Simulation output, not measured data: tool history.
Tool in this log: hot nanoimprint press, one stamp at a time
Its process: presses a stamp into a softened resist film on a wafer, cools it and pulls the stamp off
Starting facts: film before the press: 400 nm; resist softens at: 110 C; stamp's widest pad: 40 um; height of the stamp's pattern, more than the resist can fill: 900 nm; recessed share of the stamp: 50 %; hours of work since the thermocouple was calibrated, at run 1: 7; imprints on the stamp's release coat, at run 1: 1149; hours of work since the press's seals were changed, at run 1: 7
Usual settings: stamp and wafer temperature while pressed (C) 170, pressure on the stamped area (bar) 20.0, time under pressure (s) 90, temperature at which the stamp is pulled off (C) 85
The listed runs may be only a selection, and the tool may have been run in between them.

run	day	stamp and wafer temperature while pressed (C)	pressure on the stamped area (bar)	time under pressure (s)	temperature at which the stamp is pulled off (C)	hours of work since the thermocouple was calibrated	imprints on the stamp's release coat	hours of work since the press's seals were changed	resist left under the stamp's widest pad (nm)	greatest force while the stamp is pulled off (N)
1	0.000	170	20.0	90	85	7	1149	7	210.6	240
2	3.433	170	20.0	90	85	71	1631	71	209.9	236
3	5.883	170	20.0	90	85	116	1975	116	211.9	235
# day 7.771: stamp cleaned and given a new release coat
4	9.588	170	20.0	90	85	180	255	180	209.9	232
5	11.992	170	20.0	90	85	224	592	224	210.5	231
6	14.775	170	20.0	90	85	276	983	276	210.5	241
# day 16.033: plate thermocouple calibrated
7	16.567	170	20.0	90	85	10	1217	307	209.0	236
8	18.529	170	20.0	90	85	46	1492	343	211.8	236
9	20.667	170	20.0	90	85	86	1793	382	208.0	235
# day 23.892: stamp cleaned and given a new release coat
10	24.200	170	20.0	90	85	146	44	443	209.9	232
11	26.567	170	21.9	90	85	190	376	487	199.2	241
12	28.596	172	17.0	90	78	228	660	524	212.9	264
# day 29.604: press's hydraulic seals changed and the load cell set to zero
13	32.396	175	18.5	57	70	292	1148	52	211.0	326
# day 32.879: plate thermocouple calibrated
14	34.242	170	20.0	53	85	25	1389	83	241.9	233
15	36.350	170	20.0	53	85	64	1685	122	243.1	226
16	39.183	170	20.0	54	81	117	2083	175	242.8	245
# day 40.217: stamp cleaned and given a new release coat
17	42.592	170	20.0	54	81	175	334	233	241.1	250
18	45.833	170	13.1	78	87	235	789	293	260.2	224
19	47.812	182	16.8	56	70	272	1067	330	177.3	320

Take each entry between the runs: how does the hidden state at the last listed run before it differ from the hidden state at the first listed run after it?
After run 3, before run 4: stamp cleaned and given a new release coat (day 7.771)
  true temperature over the reading, C: 0 -> -0.01; pressure that arrives at the usual setting, %: 99.98 -> 99.97; grip of the stamp's worn release coat, % over a new coat's: 0.7 -> 0.1; drift of the gauge itself on residual_nm, %: -0.2 -> -0.32
  measured minus no-state result, resist left under the stamp's widest pad (nm): -0.4 -> -0.6
After run 6, before run 7: plate thermocouple calibrated (day 16.033)
  true temperature over the reading, C: -0.01 -> 0; pressure that arrives at the usual setting, %: 99.96 -> 99.95; grip of the stamp's worn release coat, % over a new coat's: 0.3 -> 0.4; drift of the gauge itself on residual_nm, %: -0.49 -> -0.55
  measured minus no-state result, resist left under the stamp's widest pad (nm): -0.9 -> -1.1
After run 9, before run 10: stamp cleaned and given a new release coat (day 23.892)
  true temperature over the reading, C: 0 -> -0.01; pressure that arrives at the usual setting, %: 99.94 -> 99.93; grip of the stamp's worn release coat, % over a new coat's: 0.6 -> 0; drift of the gauge itself on residual_nm, %: -0.69 -> -0.8
  measured minus no-state result, resist left under the stamp's widest pad (nm): -1.3 -> -1.6
After run 12, before run 13: press's hydraulic seals changed and the load cell set to zero (day 29.604)
  pressure that arrives at the usual setting, %: 99.92 -> 99.99; grip of the stamp's worn release coat, % over a new coat's: 0.2 -> 0.4; drift of the gauge itself on residual_nm, %: -0.95 -> -1.06
  measured minus no-state result, resist left under the stamp's widest pad (nm): -1.8 -> -2.2
After run 13, before run 14: plate thermocouple calibrated (day 32.879)
  true temperature over the reading, C: -0.01 -> 0; pressure that arrives at the usual setting, %: 99.99 -> 99.98; grip of the stamp's worn release coat, % over a new coat's: 0.4 -> 0.5; drift of the gauge itself on residual_nm, %: -1.06 -> -1.12
  measured minus no-state result, resist left under the stamp's widest pad (nm): -2.2 -> -2.8
After run 16, before run 17: stamp cleaned and given a new release coat (day 40.217)
  pressure that arrives at the usual setting, %: 99.97 -> 99.96; grip of the stamp's worn release coat, % over a new coat's: 0.7 -> 0.1; drift of the gauge itself on residual_nm, %: -1.29 -> -1.4
  measured minus no-state result, resist left under the stamp's widest pad (nm): -3.2 -> -3.4
